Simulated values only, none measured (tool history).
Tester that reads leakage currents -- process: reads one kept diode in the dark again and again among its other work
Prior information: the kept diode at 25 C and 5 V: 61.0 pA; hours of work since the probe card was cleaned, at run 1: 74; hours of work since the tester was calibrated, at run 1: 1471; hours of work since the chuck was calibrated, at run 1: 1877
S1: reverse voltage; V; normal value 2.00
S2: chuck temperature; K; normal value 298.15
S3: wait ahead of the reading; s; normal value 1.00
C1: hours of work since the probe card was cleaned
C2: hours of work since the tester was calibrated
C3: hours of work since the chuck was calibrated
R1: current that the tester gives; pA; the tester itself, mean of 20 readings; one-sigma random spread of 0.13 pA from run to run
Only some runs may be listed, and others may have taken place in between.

run     day    S1      S2    S3   C1    C2    C3       R1
  1   0.000  2.00  298.15  1.00   74  1471  1877    38.66
  2   2.092  2.00  299.15  1.00   96  1493  1899    41.88
  3   3.046  2.00  299.15  1.00  106  1502  1909    41.94
  4   4.233  2.00  299.15  1.00  118  1515  1921    41.68
      4.629  -- chuck's temperature calibrated
  5   6.267  2.00  299.15  1.00  138  1535    17    41.70
  6   8.421  2.00  318.15  1.00  160  1557    39   202.62
  7   9.833  2.00  318.15  1.00  175  1572    54   203.04
  8  11.983  2.00  318.15  1.00  197  1594    76   202.01
  9  13.554  2.00  298.15  1.00  213  1610    92    38.42
 10  15.333  2.00  298.15  1.00  232  1629   111    38.46
 11  17.271  2.00  298.15  1.00  252  1649   131    38.22
 12  18.712  2.00  298.15  1.00  267  1664   146    38.33
 13  20.133  2.00  298.15  1.00  281  1678   160    38.55
 14  22.188  2.00  298.15  1.00  303  1699   182    38.34
 15  23.492  2.00  298.15  1.00  316  1713   195    38.28
 16  24.475  2.00  298.15  1.00  326  1723   205    38.29
 17  26.108  2.00  308.15  1.00  343  1740   222    90.51
 18  27.096  2.00  298.15  1.26  353  1750   232    38.38
 19  28.708  2.00  298.15  1.26  370  1767   249    38.19
 20  29.975  2.00  298.15  1.26  383  1780   262    38.34
 21  31.838  3.78  297.15  6.43  402  1799   281    48.30
 22  33.083  3.78  297.15  6.43  415  1812   294    48.60
 23  34.875  7.32  298.15  1.00  434  1831   313    76.97
 24  36.396  9.75  330.15  3.36  450  1846   328  1154.20
 25  38.321  2.00  315.15  1.00  469  1866   348   159.30

Run 26 has not been measured yet. What should we expect?
 26  40.271  2.00  298.15  1.97  490  1886  369   ?

{"run 26": {"R1": 38.04}}
With the hidden condition absent and the run-to-run variation left alone, this run would have shown R1 38.03 pA.

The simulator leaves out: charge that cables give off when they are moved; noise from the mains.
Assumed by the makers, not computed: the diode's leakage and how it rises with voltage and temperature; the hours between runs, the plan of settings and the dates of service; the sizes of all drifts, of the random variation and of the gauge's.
